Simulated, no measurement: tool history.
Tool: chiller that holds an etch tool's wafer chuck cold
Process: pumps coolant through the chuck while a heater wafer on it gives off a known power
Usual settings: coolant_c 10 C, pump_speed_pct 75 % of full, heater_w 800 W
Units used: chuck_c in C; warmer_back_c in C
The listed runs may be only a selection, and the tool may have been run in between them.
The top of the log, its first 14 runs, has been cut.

run    hour  coolant_c  pump_speed_pct  heater_w  chuck_c  warmer_back_c
 15  1213.1         10              75       436     16.3           1.38
 16  1299.9         10              75       800     21.4           2.53
 17  1438.5         10              98       634       18           1.59
 18  1540.4         10              75       540     17.8           1.71
 19  1675.3          9              62       505     17.1           1.97
 20    1814         18              79       789     29.2           2.43
 21  1880.4          2              75       854     14.5            2.7
 22  1974.7          2              75       854     14.6           2.79
 23  2081.4          4              67       432     11.1           1.59
 24  2194.3          0              92       824     11.1           2.22
 25  2279.6          0              92       824     10.8           2.21
 26    2405          0              92       824     10.9           2.21
 27  2475.1         10              84       907     22.7           2.64
 28  2608.8         11              97       682     20.1           1.69
     2648.3  -- coolant changed, channels flushed
 29  2737.3         11              97       682     19.2           1.75
 30  2828.3         11              84       786     21.3           2.31
 31  2922.4         11              85       410     16.7            1.2

5 ways to go on from here, each from the tool as it stands after run 31. What would each give?
  A  3008.9         11              85       410        ?              ?
  B  3008.9          8              73      1132        ?              ?
  C  3008.9          2              72       963        ?              ?
  D  3008.9         19              65       760        ?              ?
  E  3008.9         11              97       701        ?              ?

run  chuck_c  warmer_back_c
  A     16.7           1.19
  B     23.8            3.9
  C     15.5           3.37
  D     30.5           2.91
  E     19.6           1.78
Take away the tool's hidden state, keep each run's random variation, and the runs would have read:
run  chuck_c  warmer_back_c
  A     15.7           1.02
  B     21.9           3.33
  C     13.8           2.88
  D       29           2.49
  E     18.3           1.52

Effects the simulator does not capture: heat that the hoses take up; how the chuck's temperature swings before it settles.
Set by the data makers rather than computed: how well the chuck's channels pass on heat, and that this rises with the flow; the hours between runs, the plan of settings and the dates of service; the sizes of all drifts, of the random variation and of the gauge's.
